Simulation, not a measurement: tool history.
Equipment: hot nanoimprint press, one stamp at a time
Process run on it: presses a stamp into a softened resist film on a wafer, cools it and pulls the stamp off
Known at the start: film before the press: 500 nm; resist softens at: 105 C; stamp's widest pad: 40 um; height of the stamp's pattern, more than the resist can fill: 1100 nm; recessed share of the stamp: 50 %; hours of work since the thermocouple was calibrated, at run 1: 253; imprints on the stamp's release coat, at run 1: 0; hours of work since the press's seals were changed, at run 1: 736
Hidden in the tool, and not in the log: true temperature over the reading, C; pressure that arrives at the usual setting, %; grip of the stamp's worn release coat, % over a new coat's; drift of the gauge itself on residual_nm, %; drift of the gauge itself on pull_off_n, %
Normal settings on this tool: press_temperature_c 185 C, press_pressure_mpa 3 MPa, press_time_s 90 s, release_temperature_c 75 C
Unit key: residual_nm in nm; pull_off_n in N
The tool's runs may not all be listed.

run,hour,press_temperature_c,press_pressure_mpa,press_time_s,release_temperature_c,hours of work since the thermocouple was calibrated,imprints on the stamp's release coat,hours of work since the press's seals were changed,residual_nm,pull_off_n
1,0,185,3,90,75,253,0,736,177.9,96.9
2,19.7,185,3,90,75,266,97,749,178.7,95.5
3,48.1,185,3,90,75,284,237,768,177.8,96.5
4,60.8,185,3,90,75,293,299,776,177.7,96.6
# hour 72: plate thermocouple calibrated
5,91.5,185,1.88,90,75,13,434,794,219.8,96.2
6,112.2,185,3,150,75,26,536,808,143.2,96.1
7,136.7,185,3,150,75,43,656,824,143.1,98.4
8,161.4,185,3,158,75,59,777,840,140.7,97
9,180.9,185,3,173,75,72,873,853,134.9,97.5
10,196.9,185,3,173,75,82,951,863,134.9,96.9
11,224.3,185,3,90,75,100,1086,882,180.6,96.7
12,236.1,185,3,90,75,108,1144,889,180.6,98.3
13,258.8,185,3,90,75,123,1255,904,180.8,96.3
14,276.2,174,3,55,78,134,1340,916,340,90.9
15,302.6,181,3,154,75,152,1470,933,174.6,98.1
16,317,185,3.84,146,71,161,1540,942,130.6,107.4
17,342.4,185,3.84,146,71,178,1665,959,130.1,107.7
# hour 360.4: stamp cleaned and given a new release coat
18,371.8,185,3.84,146,71,193,56,975,130.3,107.7
19,394.7,186,3.17,86,75,208,168,990,172.7,97
20,420.3,193,2.24,90,73,225,294,1006,146.4,101.4
21,444.7,193,2.24,90,68,241,413,1023,146.3,115.3
22,469.8,193,2.24,69,68,258,537,1039,164.9,116.8
# hour 476.4: gauge calibrated
23,490.6,185,3,53,75,271,638,1053,221.5,95.2

Difference, measured minus no-hidden-state, one row per run. Run-to-run variation is common to both terms; the gauge's own scatter need not be:
run,residual_nm,pull_off_n
1,-0.2,-0.1
2,+0,-0.1
3,+0.2,+0
4,+0.3,+0
5,+1.2,+0.2
6,+1,+0.2
7,+1.1,+0.4
8,+1.4,+0.4
9,+1.4,+0.4
10,+1.5,+0.5
11,+2.2,+0.5
12,+2.3,+0.6
13,+2.5,+0.6
14,+5,+0.6
15,+2.8,+0.7
16,+2.3,+0.8
17,+2.4,+0.9
18,+2.5,-0.1
19,+3.5,-0.1
20,+3.1,+0
21,+3.2,+0.1
22,+3.9,+0.2
23,+0,+0.1

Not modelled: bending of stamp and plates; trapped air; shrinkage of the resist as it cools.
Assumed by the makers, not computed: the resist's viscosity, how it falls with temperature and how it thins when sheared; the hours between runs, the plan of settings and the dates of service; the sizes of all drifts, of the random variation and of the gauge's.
